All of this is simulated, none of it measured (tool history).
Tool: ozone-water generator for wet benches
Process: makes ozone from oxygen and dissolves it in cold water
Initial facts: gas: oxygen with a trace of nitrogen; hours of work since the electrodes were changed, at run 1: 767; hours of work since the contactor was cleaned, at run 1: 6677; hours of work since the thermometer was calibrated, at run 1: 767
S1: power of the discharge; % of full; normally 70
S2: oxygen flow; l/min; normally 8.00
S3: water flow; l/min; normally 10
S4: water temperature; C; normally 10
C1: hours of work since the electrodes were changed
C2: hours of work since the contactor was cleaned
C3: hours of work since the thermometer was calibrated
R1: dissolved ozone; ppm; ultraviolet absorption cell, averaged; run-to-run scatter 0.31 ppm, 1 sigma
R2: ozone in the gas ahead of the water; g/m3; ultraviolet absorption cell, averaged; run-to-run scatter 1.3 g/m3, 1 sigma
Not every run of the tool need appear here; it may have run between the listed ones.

run,hour,S1,S2,S3,S4,C1,C2,C3,R1,R2
1,0.0,70,8.00,10,10,767,6677,767,44.8,248.6
2,118.4,70,8.00,10,10,878,6788,878,44.2,245.7
3,224.1,45,8.00,10,10,978,6887,978,30.8,169.6
4,328.7,45,8.00,10,10,1076,6986,1076,30.8,169.8
5,402.3,70,8.43,10,10,1145,7055,1145,43.4,239.1
6,525.2,70,8.00,10,14,1261,7171,1261,40.4,243.7
7,645.7,46,7.76,11,8,1374,7284,1374,30.6,175.6
8,771.7,70,8.00,13,7,1493,7402,1493,39.0,242.9
9,889.3,42,5.68,13,7,1603,7513,1603,26.7,195.4
10,1005.8,70,8.44,10,10,1713,7623,1713,42.8,235.0
11,1082.0,62,5.47,7,13,1785,7694,1785,49.8,272.6
12,1145.0,53,5.47,7,6,1844,7753,1844,50.3,240.9

Here are 5 independent what-if runs from the current tool condition. What would each one return?
A,1282.5,70,8.00,10,13,1973,7883,1973,?,?
B,1282.5,53,5.47,15,6,1973,7883,1973,?,?
C,1282.5,70,10.54,11,6,1973,7883,1973,?,?
D,1282.5,42,5.47,8,6,1973,7883,1973,?,?
E,1282.5,40,7.70,10,10,1973,7883,1973,?,?

run,R1,R2
A,39.8,240.1
B,28.5,238.2
C,41.2,204.7
D,38.0,198.2
E,27.4,154.7
What these runs would have given with no unlogged condition in the tool:
run,R1,R2
A,45.1,250.4
B,32.3,246.0
C,46.8,213.5
D,42.1,203.1
E,30.4,158.3
